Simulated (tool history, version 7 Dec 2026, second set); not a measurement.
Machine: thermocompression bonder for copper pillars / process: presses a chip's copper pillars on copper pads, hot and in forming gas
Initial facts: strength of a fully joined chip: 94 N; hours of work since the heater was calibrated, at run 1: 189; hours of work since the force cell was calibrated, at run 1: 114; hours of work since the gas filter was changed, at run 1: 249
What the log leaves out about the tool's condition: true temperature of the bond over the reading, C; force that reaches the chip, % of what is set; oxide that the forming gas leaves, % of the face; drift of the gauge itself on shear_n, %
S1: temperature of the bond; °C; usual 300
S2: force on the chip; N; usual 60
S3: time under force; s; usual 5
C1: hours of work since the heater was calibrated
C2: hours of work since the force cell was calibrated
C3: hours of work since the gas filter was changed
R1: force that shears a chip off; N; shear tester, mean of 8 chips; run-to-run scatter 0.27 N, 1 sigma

run,hour,S1,S2,S3,C1,C2,C3,R1
1,0.0,300,60,5,189,114,249,35.4
2,12.9,300,60,5,195,120,255,35.3
3,37.5,300,60,7,206,131,266,39.8
4,49.2,300,60,7,211,136,271,40.1
# hour 64.1: forming gas filter changed
5,71.9,300,60,7,221,146,3,41.6
6,92.4,300,60,5,230,155,13,37.0
7,115.3,300,60,5,240,165,23,36.8
8,139.1,300,60,5,250,176,33,37.2
9,156.1,300,60,5,258,183,41,36.9
10,175.2,300,60,4,266,192,49,34.4
11,200.0,300,60,4,277,203,60,33.7
12,214.4,300,60,4,284,209,66,33.6
13,230.8,300,60,4,291,216,74,33.4
14,254.8,300,60,4,302,227,84,33.0
15,269.8,300,60,5,308,233,91,36.4
16,287.6,300,60,5,316,241,99,36.5
17,311.3,300,60,5,327,252,109,36.0
18,336.0,300,60,12,338,263,120,49.1
19,356.6,300,60,12,347,272,129,49.5
20,368.2,309,77,5,352,277,134,47.6
21,383.3,290,74,7,358,284,141,40.4
22,397.3,290,74,7,365,290,147,41.2
23,419.4,290,74,7,374,300,157,40.9
24,430.7,290,74,7,379,305,162,41.2
25,446.3,290,74,7,386,311,169,40.9
26,459.0,300,60,3,392,317,175,29.0
27,470.6,300,60,3,397,322,180,28.8
28,491.7,312,60,3,406,332,189,34.1
29,505.2,312,60,3,412,338,195,34.0
30,526.2,293,56,9,422,347,204,38.3
31,544.5,293,42,4,430,355,212,22.5
32,564.7,273,42,5,439,364,221,17.1
33,585.5,273,78,5,448,373,230,28.1
34,599.4,299,60,8,454,379,237,40.8
35,622.5,299,60,8,464,389,247,40.8
36,646.9,299,60,8,475,400,258,40.4
37,670.5,299,60,8,485,411,268,40.6

3 options for the next run, each taken on its own from the tool as it stands now. Forecast them:
A,690.5,311,60,12,494,419,277,?
B,690.5,290,79,3,494,419,277,?
C,690.5,314,60,8,494,419,277,?

run,R1
A,53.3
B,30.3
C,48.6
With no hidden state in the tool, these same runs would have given:
run,R1
A,57.9
B,33.2
C,52.9
